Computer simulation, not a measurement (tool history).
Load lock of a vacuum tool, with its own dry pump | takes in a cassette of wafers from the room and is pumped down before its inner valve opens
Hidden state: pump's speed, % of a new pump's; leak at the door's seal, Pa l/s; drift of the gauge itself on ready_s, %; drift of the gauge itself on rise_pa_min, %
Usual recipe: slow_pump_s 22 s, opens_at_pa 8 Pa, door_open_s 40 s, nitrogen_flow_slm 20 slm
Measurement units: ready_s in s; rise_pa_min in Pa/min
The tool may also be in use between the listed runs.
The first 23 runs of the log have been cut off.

run,hour,slow_pump_s,opens_at_pa,door_open_s,nitrogen_flow_slm,hours that the pump has run since its overhaul,times that the door has closed on its seal,"incoming humidity of the room's air, %",ready_s,rise_pa_min
24,5853.9,22,15,40,10,8421,34765,47,35.59,0.408
25,6055.1,22,15,40,10,8622,35288,47.1,35.53,0.403
26,6231,22,15,40,10,8798,35745,48.5,35.48,0.423
27,6547.2,22,15,40,10,9114,36567,48.7,35.67,0.437
28,6767.7,22,14,27,10,9334,37140,44.9,35.68,0.44
29,7024,17,8,40,20,9591,37806,45.9,32.41,0.448
30,7233.1,15,12,33,33,9800,38349,48.1,29.83,0.452
31,7510.2,28,10,52,40,10077,39070,46.7,41.9,0.465

Run 32 is up next; what results do you expect?
32,7825.6,22,14,63,12,10392,39889,44,?,?

ready_s: 35.98 s
rise_pa_min: 0.485 Pa/min
With the hidden condition absent and the run-to-run variation left alone, this run would have shown ready_s 34.86 s, rise_pa_min 0.043 Pa/min.
